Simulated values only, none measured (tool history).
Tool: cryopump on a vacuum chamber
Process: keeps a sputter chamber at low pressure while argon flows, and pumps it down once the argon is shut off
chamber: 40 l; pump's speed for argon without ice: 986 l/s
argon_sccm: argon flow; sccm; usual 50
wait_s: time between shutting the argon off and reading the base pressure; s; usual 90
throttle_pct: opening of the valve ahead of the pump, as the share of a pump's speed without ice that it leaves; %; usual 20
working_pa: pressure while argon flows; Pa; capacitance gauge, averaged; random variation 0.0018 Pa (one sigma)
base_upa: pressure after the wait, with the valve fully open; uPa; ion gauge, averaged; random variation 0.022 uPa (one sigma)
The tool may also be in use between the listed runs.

run   hour  argon_sccm  wait_s  throttle_pct  working_pa  base_upa
  1      0          50      90            20      0.4393      1.13
  2   15.3          50      90            22      0.3992       1.1
  3   27.5          50      90            22      0.3994      1.11
  4   52.7          50      90            22      0.4004      1.13
  5   78.9          50      90            22      0.4021      1.12
  6   90.9          50      90            22      0.3987      1.14
  7  107.2          25      90            20      0.2198      1.11
  8  128.2          50      29            20      0.4417      1.93
  9  155.3          50      29            20      0.4419      1.91
 10  179.8          50      29            20      0.4456      1.89
 11  207.7          50      29            20      0.4425      1.96
 12  219.6          50      29            20      0.4416      1.95
 13  247.5          41      29            27      0.2712      1.95
 14    263          41      29            27      0.2727      1.96
 15  288.1          41      29            27       0.275      1.98
 16  313.3          42      90            25      0.3002      1.28
 17  337.7          50     249            43      0.2173      1.06
 18  350.7          74     142            17      0.7755      1.19
 19    374          74     142            17      0.7755      1.17
 20  395.7          21      69            17      0.2206      1.37
 21  412.7          36      90            26      0.2512      1.35
 22  441.4          36      90            26      0.2532      1.32
 23  464.2          36      90            26      0.2524      1.36

Some steps in working_pa between neighbouring runs. How much of each would the tool show without its hidden state too (settings, what came in, random variation), and how much is left for the hidden state, with any gauge scatter that isn't in both results?
The hidden state here: pump's speed, % of a pump's without ice; cold plate's temperature, K; leak into the chamber, uPa l/s; drift of the gauge itself on working_pa, %; drift of the gauge itself on base_upa, %.
Run 17 -> 18: argon_sccm 50 -> 74, wait_s 249 -> 142, throttle_pct 43 -> 17. working_pa +0.5582 Pa: hidden state +0.0089, all else +0.5493.
Run 19 -> 20: argon_sccm 74 -> 21, wait_s 142 -> 69. working_pa -0.5549 Pa: hidden state -0.0193, all else -0.5356.
